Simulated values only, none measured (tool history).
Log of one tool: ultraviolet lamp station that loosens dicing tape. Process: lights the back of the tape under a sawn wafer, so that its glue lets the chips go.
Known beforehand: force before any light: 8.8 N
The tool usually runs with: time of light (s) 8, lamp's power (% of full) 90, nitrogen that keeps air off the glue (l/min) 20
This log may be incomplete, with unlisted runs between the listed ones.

| run | hour | time of light (s) | lamp's power (% of full) | nitrogen that keeps air off the glue (l/min) | force that peels the tape off (N) | light that reached the tape (mJ/cm2) |
|---|---|---|---|---|---|---|
| 1 | 0.0 | 8 | 90 | 20 | 1.045 | 306 |
| 2 | 82.8 | 8 | 90 | 22 | 1.081 | 294 |
| 3 | 123.6 | 8 | 90 | 20 | 1.210 | 291 |
| 4 | 199.9 | 8 | 80 | 20 | 1.552 | 250 |
| 5 | 293.8 | 9 | 90 | 20 | 1.080 | 300 |
| 6 | 381.1 | 9 | 90 | 20 | 1.354 | 264 |
| 7 | 448.1 | 8 | 90 | 20 | 1.739 | 227 |
| 8 | 490.1 | 8 | 90 | 20 | 1.865 | 225 |
| 9 | 583.3 | 8 | 90 | 20 | 1.075 | 307 |
| 10 | 673.4 | 8 | 90 | 20 | 1.142 | 291 |
| 11 | 718.3 | 8 | 90 | 20 | 1.204 | 286 |
| 12 | 769.5 | 8 | 90 | 20 | 1.271 | 282 |
| 13 | 816.8 | 8 | 68 | 20 | 2.054 | 206 |
| 14 | 865.7 | 8 | 90 | 20 | 1.396 | 273 |
| 15 | 920.7 | 8 | 90 | 20 | 1.399 | 263 |
| 16 | 1010.3 | 4 | 90 | 20 | 3.562 | 124 |
| 17 | 1105.8 | 4 | 90 | 20 | 3.182 | 146 |
| 18 | 1189.5 | 7 | 90 | 20 | 1.568 | 246 |
| 19 | 1236.4 | 7 | 90 | 20 | 1.678 | 240 |
| 20 | 1277.4 | 7 | 90 | 20 | 1.679 | 237 |
| 21 | 1327.5 | 7 | 90 | 20 | 1.735 | 230 |
| 22 | 1387.7 | 14 | 61 | 20 | 1.078 | 308 |
| 23 | 1485.8 | 10 | 69 | 14 | 2.062 | 233 |
| 24 | 1536.9 | 7 | 61 | 10 | 4.051 | 144 |
| 25 | 1605.8 | 12 | 81 | 8 | 1.401 | 376 |
| 26 | 1652.4 | 12 | 75 | 12 | 1.294 | 340 |
| 27 | 1749.8 | 12 | 75 | 12 | 1.299 | 327 |
| 28 | 1793.4 | 12 | 69 | 7 | 2.198 | 299 |
| 29 | 1840.9 | 12 | 69 | 7 | 2.313 | 291 |
| 30 | 1924.1 | 8 | 68 | 28 | 2.038 | 184 |
| 31 | 2013.5 | 13 | 100 | 20 | 0.548 | 427 |
| 32 | 2112.1 | 13 | 100 | 20 | 0.421 | 472 |
| 33 | 2189.2 | 7 | 67 | 20 | 2.627 | 166 |
| 34 | 2260.5 | 5 | 74 | 20 | 3.463 | 127 |
| 35 | 2313.1 | 9 | 62 | 13 | 2.740 | 189 |
| 36 | 2405.1 | 9 | 62 | 19 | 2.537 | 181 |
| 37 | 2501.9 | 13 | 80 | 16 | 1.121 | 322 |
| 38 | 2552.3 | 5 | 98 | 23 | 2.905 | 145 |
| 39 | 2647.5 | 5 | 98 | 14 | 3.105 | 168 |
| 40 | 2693.0 | 10 | 90 | 38 | 0.719 | 308 |
| 41 | 2761.7 | 10 | 90 | 38 | 0.741 | 301 |
| 42 | 2813.9 | 8 | 91 | 20 | 1.679 | 235 |

Withheld: 6 entries from between the runs. Position of each, and hidden state at the listed run before versus the listed run after:
Logged between run 5 and run 6: window cleaned of glue's vapour (hour 345.4)
  lamp's light, % of a new lamp's: 87.9 -> 87.3; light that the window lets through, % of a clean one's: 84.4 -> 75.5
  measured minus no-state result, force that peels the tape off (N): +0.498 -> +0.764; light that reached the tape (mJ/cm2): -105 -> -139
Logged between run 8 and run 9: window cleaned of glue's vapour, once more (hour 514.4)
  lamp's light, % of a new lamp's: 86.4 -> 85.7; light that the window lets through, % of a clean one's: 72 -> 97.7
  measured minus no-state result, force that peels the tape off (N): +1.079 -> +0.325; light that reached the tape (mJ/cm2): -137 -> -59
Logged between run 16 and run 17: window cleaned of glue's vapour (hour 1045.8)
  lamp's light, % of a new lamp's: 82.4 -> 81.7; light that the window lets through, % of a clean one's: 85.1 -> 97.9
  measured minus no-state result, force that peels the tape off (N): +1.119 -> +0.709; light that reached the tape (mJ/cm2): -55 -> -37
Logged between run 24 and run 25: window cleaned of glue's vapour (hour 1574.5)
  lamp's light, % of a new lamp's: 78.3 -> 77.7; light that the window lets through, % of a clean one's: 84.7 -> 98.6
  measured minus no-state result, force that peels the tape off (N): +1.299 -> +0.545; light that reached the tape (mJ/cm2): -72 -> -114
Logged between run 31 and run 32: window cleaned of glue's vapour (hour 2101.1)
  lamp's light, % of a new lamp's: 74.4 -> 73.7; light that the window lets through, % of a clean one's: 87.1 -> 98.9
  measured minus no-state result, force that peels the tape off (N): +0.312 -> +0.187; light that reached the tape (mJ/cm2): -232 -> -176
Logged between run 38 and run 39: window cleaned of glue's vapour (hour 2625.9)
  lamp's light, % of a new lamp's: 70.2 -> 69.5; light that the window lets through, % of a clean one's: 85.4 -> 98.7
  measured minus no-state result, force that peels the tape off (N): +1.468 -> +1.155; light that reached the tape (mJ/cm2): -99 -> -77
